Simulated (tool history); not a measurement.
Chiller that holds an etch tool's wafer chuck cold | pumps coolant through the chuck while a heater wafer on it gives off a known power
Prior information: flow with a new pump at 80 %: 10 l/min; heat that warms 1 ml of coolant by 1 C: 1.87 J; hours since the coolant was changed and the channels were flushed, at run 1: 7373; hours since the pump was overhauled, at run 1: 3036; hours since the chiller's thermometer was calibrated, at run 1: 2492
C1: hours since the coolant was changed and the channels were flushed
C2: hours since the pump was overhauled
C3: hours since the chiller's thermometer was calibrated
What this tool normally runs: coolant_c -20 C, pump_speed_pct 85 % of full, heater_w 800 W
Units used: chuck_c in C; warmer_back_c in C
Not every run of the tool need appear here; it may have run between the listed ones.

{"run": 1, "day": 0.0, "coolant_c": -20, "pump_speed_pct": 85, "heater_w": 800, "C1": 7373, "C2": 3036, "C3": 2492, "chuck_c": -13.3, "warmer_back_c": 2.39}
{"run": 2, "day": 5.954, "coolant_c": -20, "pump_speed_pct": 85, "heater_w": 800, "C1": 7516, "C2": 3179, "C3": 2635, "chuck_c": -13.3, "warmer_back_c": 2.44}
{"run": 3, "day": 9.325, "coolant_c": -15, "pump_speed_pct": 85, "heater_w": 800, "C1": 7597, "C2": 3260, "C3": 2716, "chuck_c": -8.2, "warmer_back_c": 2.45}
{"run": 4, "day": 12.967, "coolant_c": -15, "pump_speed_pct": 85, "heater_w": 800, "C1": 7684, "C2": 3347, "C3": 2803, "chuck_c": -8.1, "warmer_back_c": 2.44}
{"run": 5, "day": 15.958, "coolant_c": -15, "pump_speed_pct": 85, "heater_w": 800, "C1": 7756, "C2": 3419, "C3": 2875, "chuck_c": -8.2, "warmer_back_c": 2.45}
{"run": 6, "day": 22.408, "coolant_c": -15, "pump_speed_pct": 85, "heater_w": 800, "C1": 7911, "C2": 3574, "C3": 3030, "chuck_c": -8.2, "warmer_back_c": 2.45}
{"run": 7, "day": 28.279, "coolant_c": -20, "pump_speed_pct": 85, "heater_w": 800, "C1": 8052, "C2": 3715, "C3": 3170, "chuck_c": -13.1, "warmer_back_c": 2.45}
{"run": 8, "day": 34.862, "coolant_c": -20, "pump_speed_pct": 85, "heater_w": 800, "C1": 8210, "C2": 3873, "C3": 3328, "chuck_c": -13.3, "warmer_back_c": 2.46}
{"run": 9, "day": 39.529, "coolant_c": -20, "pump_speed_pct": 85, "heater_w": 800, "C1": 8322, "C2": 3985, "C3": 3440, "chuck_c": -13.3, "warmer_back_c": 2.45}
{"day": 41.692, "done": "chiller's thermometer calibrated"}
{"run": 10, "day": 42.821, "coolant_c": -10, "pump_speed_pct": 85, "heater_w": 800, "C1": 8400, "C2": 4063, "C3": 27, "chuck_c": -3.2, "warmer_back_c": 2.49}
{"run": 11, "day": 48.5, "coolant_c": -10, "pump_speed_pct": 85, "heater_w": 800, "C1": 8536, "C2": 4199, "C3": 163, "chuck_c": -3.2, "warmer_back_c": 2.51}
{"run": 12, "day": 51.412, "coolant_c": -10, "pump_speed_pct": 85, "heater_w": 800, "C1": 8606, "C2": 4269, "C3": 233, "chuck_c": -3.2, "warmer_back_c": 2.48}
{"run": 13, "day": 57.617, "coolant_c": -10, "pump_speed_pct": 85, "heater_w": 800, "C1": 8755, "C2": 4418, "C3": 382, "chuck_c": -3.1, "warmer_back_c": 2.54}
{"run": 14, "day": 62.867, "coolant_c": -10, "pump_speed_pct": 85, "heater_w": 800, "C1": 8881, "C2": 4544, "C3": 508, "chuck_c": -3.2, "warmer_back_c": 2.49}
{"run": 15, "day": 68.746, "coolant_c": -10, "pump_speed_pct": 85, "heater_w": 800, "C1": 9022, "C2": 4685, "C3": 649, "chuck_c": -3.2, "warmer_back_c": 2.53}
{"run": 16, "day": 75.212, "coolant_c": -10, "pump_speed_pct": 85, "heater_w": 800, "C1": 9177, "C2": 4840, "C3": 804, "chuck_c": -3.0, "warmer_back_c": 2.55}
{"run": 17, "day": 78.804, "coolant_c": -10, "pump_speed_pct": 85, "heater_w": 800, "C1": 9264, "C2": 4926, "C3": 891, "chuck_c": -3.3, "warmer_back_c": 2.5}
{"day": 79.896, "done": "coolant changed, channels flushed"}
{"run": 18, "day": 84.288, "coolant_c": -24, "pump_speed_pct": 72, "heater_w": 794, "C1": 105, "C2": 5052, "C3": 1016, "chuck_c": -16.3, "warmer_back_c": 2.95}
{"run": 19, "day": 90.608, "coolant_c": -12, "pump_speed_pct": 82, "heater_w": 794, "C1": 257, "C2": 5203, "C3": 1168, "chuck_c": -5.1, "warmer_back_c": 2.6}
{"run": 20, "day": 95.392, "coolant_c": -12, "pump_speed_pct": 82, "heater_w": 979, "C1": 372, "C2": 5318, "C3": 1283, "chuck_c": -3.4, "warmer_back_c": 3.2}
{"run": 21, "day": 101.662, "coolant_c": -21, "pump_speed_pct": 70, "heater_w": 820, "C1": 522, "C2": 5469, "C3": 1433, "chuck_c": -12.7, "warmer_back_c": 3.13}
{"run": 22, "day": 105.367, "coolant_c": -20, "pump_speed_pct": 61, "heater_w": 937, "C1": 611, "C2": 5558, "C3": 1522, "chuck_c": -9.5, "warmer_back_c": 4.1}
{"run": 23, "day": 111.079, "coolant_c": -29, "pump_speed_pct": 67, "heater_w": 774, "C1": 748, "C2": 5695, "C3": 1659, "chuck_c": -21.0, "warmer_back_c": 3.12}
{"run": 24, "day": 116.021, "coolant_c": -17, "pump_speed_pct": 66, "heater_w": 741, "C1": 867, "C2": 5813, "C3": 1778, "chuck_c": -9.1, "warmer_back_c": 3.04}
{"run": 25, "day": 120.121, "coolant_c": -17, "pump_speed_pct": 66, "heater_w": 741, "C1": 965, "C2": 5912, "C3": 1876, "chuck_c": -9.4, "warmer_back_c": 3.08}
{"run": 26, "day": 124.108, "coolant_c": -20, "pump_speed_pct": 70, "heater_w": 1181, "C1": 1061, "C2": 6007, "C3": 1972, "chuck_c": -8.1, "warmer_back_c": 4.54}
{"run": 27, "day": 129.15, "coolant_c": -20, "pump_speed_pct": 100, "heater_w": 906, "C1": 1182, "C2": 6128, "C3": 2093, "chuck_c": -13.3, "warmer_back_c": 2.53}
{"run": 28, "day": 135.117, "coolant_c": -13, "pump_speed_pct": 63, "heater_w": 526, "C1": 1325, "C2": 6272, "C3": 2236, "chuck_c": -7.3, "warmer_back_c": 2.38}
{"run": 29, "day": 140.617, "coolant_c": -13, "pump_speed_pct": 81, "heater_w": 599, "C1": 1457, "C2": 6404, "C3": 2368, "chuck_c": -7.7, "warmer_back_c": 2.12}
{"run": 30, "day": 144.217, "coolant_c": -16, "pump_speed_pct": 85, "heater_w": 800, "C1": 1544, "C2": 6490, "C3": 2455, "chuck_c": -9.2, "warmer_back_c": 2.64}
{"run": 31, "day": 147.367, "coolant_c": -27, "pump_speed_pct": 79, "heater_w": 572, "C1": 1619, "C2": 6566, "C3": 2530, "chuck_c": -21.9, "warmer_back_c": 2.1}

For some of the steps in warmer_back_c from one run to the next: how much would appear even if the tool had no hidden state, given the settings, what came in and random variation, and how much remains for the hidden state plus any gauge scatter that the measured result and the result without hidden state don't share?
Hidden conditions of the tool in this case: heat passed by the chuck's channels, % of clean ones'; flow at a given pump speed, % of a new pump's; coolant's true temperature over the reading, C; drift of the gauge itself on chuck_c, C; drift of the gauge itself on warmer_back_c, C.
Run 1 -> 2: settings left as they were, no log entry in between. warmer_back_c +0.05 C: hidden state +0.01, all else +0.04.
Run 6 -> 7: coolant_c -15 -> -20. warmer_back_c +0.00 C: hidden state +0.02, all else -0.02.
Run 15 -> 16: settings left as they were, no log entry in between. warmer_back_c +0.02 C: hidden state +0.02, all else +0.00.
Run 22 -> 23: coolant_c -20 -> -29, pump_speed_pct 61 -> 67, heater_w 937 -> 774. warmer_back_c -0.98 C: hidden state +0.01, all else -0.99.
Run 25 -> 26: coolant_c -17 -> -20, pump_speed_pct 66 -> 70, heater_w 741 -> 1181. warmer_back_c +1.46 C: hidden state +0.01, all else +1.45.
Run 26 -> 27: pump_speed_pct 70 -> 100, heater_w 1181 -> 906. warmer_back_c -2.01 C: hidden state +0.01, all else -2.02.
